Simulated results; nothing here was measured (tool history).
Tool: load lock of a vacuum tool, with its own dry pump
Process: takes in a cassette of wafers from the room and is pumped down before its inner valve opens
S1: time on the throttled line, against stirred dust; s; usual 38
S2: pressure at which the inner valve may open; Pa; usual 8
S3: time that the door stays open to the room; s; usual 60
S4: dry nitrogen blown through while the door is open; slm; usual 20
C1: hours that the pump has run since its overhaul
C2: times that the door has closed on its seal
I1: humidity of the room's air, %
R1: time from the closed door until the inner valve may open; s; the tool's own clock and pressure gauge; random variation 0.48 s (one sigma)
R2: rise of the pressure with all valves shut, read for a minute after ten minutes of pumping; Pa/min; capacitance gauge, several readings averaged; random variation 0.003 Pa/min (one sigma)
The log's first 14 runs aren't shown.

run 15 hour=3079.2 | S1=38 S2=8 S3=60 S4=20 | C1=8276 C2=6209 | I1=47.8 | R1=66.4 R2=0.067
run 16 hour=3355.3 | S1=38 S2=8 S3=60 S4=45 | C1=8552 C2=6643 | I1=45.6 | R1=65 R2=0.049
run 17 hour=3664.9 | S1=38 S2=9 S3=60 S4=20 | C1=8862 C2=7131 | I1=46.5 | R1=65.4 R2=0.067
run 18 hour=3977.8 | S1=38 S2=9 S3=60 S4=20 | C1=9175 C2=7623 | I1=45.8 | R1=66 R2=0.068
run 19 hour=4132.4 | S1=38 S2=9 S3=60 S4=20 | C1=9329 C2=7867 | I1=44 | R1=65.4 R2=0.073
run 20 hour=4446.3 | S1=31 S2=8 S3=60 S4=6 | C1=9643 C2=8361 | I1=48.1 | R1=59.2 R2=0.086
run 21 hour=4658.6 | S1=23 S2=14 S3=60 S4=20 | C1=9855 C2=8695 | I1=44.2 | R1=50.7 R2=0.074
run 22 hour=4965.5 | S1=23 S2=14 S3=60 S4=20 | C1=10162 C2=9178 | I1=43.9 | R1=50.8 R2=0.081
run 23 hour=5120.6 | S1=23 S2=12 S3=100 S4=20 | C1=10317 C2=9422 | I1=45.5 | R1=51.2 R2=0.091
run 24 hour=5255.3 | S1=23 S2=12 S3=100 S4=20 | C1=10452 C2=9634 | I1=45.4 | R1=51 R2=0.091
run 25 hour=5529.9 | S1=31 S2=15 S3=60 S4=20 | C1=10727 C2=10067 | I1=49.4 | R1=58.2 R2=0.088
run 26 hour=5781.5 | S1=66 S2=10 S3=40 S4=5 | C1=10978 C2=10463 | I1=45.9 | R1=91.3 R2=0.093
run 27 hour=6058.8 | S1=22 S2=8 S3=105 S4=20 | C1=11256 C2=10899 | I1=44.4 | R1=50.8 R2=0.099
run 28 hour=6319.9 | S1=24 S2=8 S3=85 S4=18 | C1=11517 C2=11311 | I1=44 | R1=54.2 R2=0.099
run 29 hour=6542.9 | S1=38 S2=8 S3=48 S4=11 | C1=11740 C2=11662 | I1=39.9 | R1=66.9 R2=0.095
run 30 hour=6685.4 | S1=38 S2=8 S3=60 S4=32 | C1=11882 C2=11886 | I1=43.2 | R1=65.7 R2=0.08
run 31 hour=6894.6 | S1=40 S2=8 S3=144 S4=20 | C1=12091 C2=12215 | I1=43.3 | R1=68 R2=0.11
run 32 hour=7198.7 | S1=56 S2=8 S3=99 S4=44 | C1=12396 C2=12694 | I1=45.7 | R1=83.5 R2=0.095
run 33 hour=7436.2 | S1=47 S2=13 S3=60 S4=20 | C1=12633 C2=13068 | I1=46.3 | R1=73.3 R2=0.097
run 34 hour=7690.2 | S1=47 S2=13 S3=60 S4=20 | C1=12887 C2=13468 | I1=49.1 | R1=73.5 R2=0.108
run 35 hour=7914.1 | S1=52 S2=11 S3=60 S4=11 | C1=13111 C2=13821 | I1=45.7 | R1=77.8 R2=0.112
run 36 hour=8174.2 | S1=38 S2=7 S3=121 S4=20 | C1=13371 C2=14230 | I1=45.5 | R1=67.5 R2=0.128
run 37 hour=8366.3 | S1=69 S2=16 S3=60 S4=6 | C1=13563 C2=14532 | I1=47.1 | R1=92.6 R2=0.13

3 ways to go on from here, each from the tool as it stands after run 37. What would each give?
run A hour=8527.4 | S1=38 S2=8 S3=60 S4=20 | C1=13724 C2=14786 | I1=44.2 | R1=? R2=?
run B hour=8527.4 | S1=69 S2=16 S3=92 S4=39 | C1=13724 C2=14786 | I1=49.6 | R1=? R2=?
run C hour=8527.4 | S1=60 S2=7 S3=60 S4=10 | C1=13724 C2=14786 | I1=44.2 | R1=? R2=?

run=A R1=68.5 R2=0.113
run=B R1=92 R2=0.107
run=C R1=87.4 R2=0.112
Without the tool's hidden state the same runs would have given:
run=A R1=63.8 R2=0.04
run=B R1=88.3 R2=0.036
run=C R1=83 R2=0.041
